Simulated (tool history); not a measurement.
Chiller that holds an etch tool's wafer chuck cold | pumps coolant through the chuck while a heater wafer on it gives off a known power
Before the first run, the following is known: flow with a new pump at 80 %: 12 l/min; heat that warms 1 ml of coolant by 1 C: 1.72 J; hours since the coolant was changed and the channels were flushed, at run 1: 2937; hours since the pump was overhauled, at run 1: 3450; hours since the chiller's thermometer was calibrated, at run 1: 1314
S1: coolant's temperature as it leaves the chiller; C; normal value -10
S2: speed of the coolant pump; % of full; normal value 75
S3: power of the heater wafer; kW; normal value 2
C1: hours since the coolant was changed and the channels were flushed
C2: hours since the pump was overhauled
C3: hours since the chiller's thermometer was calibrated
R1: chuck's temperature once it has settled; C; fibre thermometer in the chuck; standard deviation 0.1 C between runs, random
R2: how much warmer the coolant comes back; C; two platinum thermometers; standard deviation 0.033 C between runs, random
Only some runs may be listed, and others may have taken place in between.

Run 1, hour 0: usual settings; C1 2937; C2 3450; C3 1314. Result: R1 3.5 C, R2 6.24 C.
Run 2, hour 150.8: usual settings; C1 3088; C2 3601; C3 1465. Result: R1 3.7 C, R2 6.23 C.
Run 3, hour 331.8: usual settings; C1 3269; C2 3782; C3 1646. Result: R1 3.5 C, R2 6.25 C.
Run 4, hour 432.4: usual settings; C1 3369; C2 3883; C3 1747. Result: R1 3.4 C, R2 6.28 C.
At hour 454.2: coolant changed, channels flushed.
Run 5, hour 613.1: usual settings; C1 159; C2 4057; C3 1921. Result: R1 3.5 C, R2 6.25 C.
Run 6, hour 732.8: usual settings but S3 1.334 kW; C1 279; C2 4177; C3 2041. Result: R1 -1 C, R2 4.13 C.
Run 7, hour 833.6: usual settings but S3 1.719 kW; C1 379; C2 4278; C3 2142. Result: R1 1.6 C, R2 5.33 C.
Run 8, hour 1026.9: usual settings; C1 573; C2 4471; C3 2335. Result: R1 3.4 C, R2 6.25 C.
Run 9, hour 1180.2: usual settings but S1 -3 C; C1 726; C2 4625; C3 2489. Result: R1 10.5 C, R2 6.18 C.
Run 10, hour 1378.2: usual settings but S1 -3 C; C1 924; C2 4823; C3 2687. Result: R1 10.5 C, R2 6.26 C.
Run 11, hour 1502.6: usual settings but S1 -2 C, S2 98 % of full; C1 1048; C2 4947; C3 2811. Result: R1 8.7 C, R2 4.68 C.
Run 12, hour 1680: usual settings but S1 -8 C, S2 93 % of full, S3 1.348 kW; C1 1226; C2 5124; C3 2988. Result: R1 -0.4 C, R2 3.33 C.
Run 13, hour 1873.6: usual settings but S1 -8 C, S2 93 % of full, S3 1.348 kW; C1 1419; C2 5318; C3 3182. Result: R1 -0.5 C, R2 3.36 C.
Run 14, hour 1976.9: usual settings but S1 -9 C, S2 84 % of full, S3 1.18 kW; C1 1523; C2 5421; C3 3285. Result: R1 -1.7 C, R2 3.22 C.
Run 15, hour 2111.6: usual settings but S1 -9 C, S2 84 % of full, S3 1.18 kW; C1 1657; C2 5556; C3 3420. Result: R1 -1.8 C, R2 3.26 C.
Run 16, hour 2242.6: usual settings but S1 -9 C, S2 84 % of full, S3 1.18 kW; C1 1788; C2 5687; C3 3551. Result: R1 -1.6 C, R2 3.26 C.
Run 17, hour 2442.1: usual settings but S1 -15 C, S2 74 % of full, S3 1.339 kW; C1 1988; C2 5886; C3 3750. Result: R1 -5.8 C, R2 4.21 C.

What if the next run were any one of these 4? Each begins from the tool's condition after run 17:
Run A, hour 2634.2: usual settings but S1 -5 C, S2 74 % of full, S3 1.89 kW; C1 2180; C2 6079; C3 3943. Result: R1 ?, R2 ?.
Run B, hour 2634.2: usual settings but S1 -7 C; C1 2180; C2 6079; C3 3943. Result: R1 ?, R2 ?.
Run C, hour 2634.2: usual settings but S1 0 C, S2 100 % of full, S3 2.575 kW; C1 2180; C2 6079; C3 3943. Result: R1 ?, R2 ?.
Run D, hour 2634.2: usual settings but S1 -2 C, S3 2.742 kW; C1 2180; C2 6079; C3 3943. Result: R1 ?, R2 ?.

run    R1    R2
  A     8  5.98
  B   6.4  6.26
  C  13.6   5.9
  D  16.5  8.59
Without the tool's unlogged condition, the same runs would have read:
run    R1    R2
  A     8  5.97
  B   6.4  6.25
  C  13.6  5.89
  D  16.5  8.57
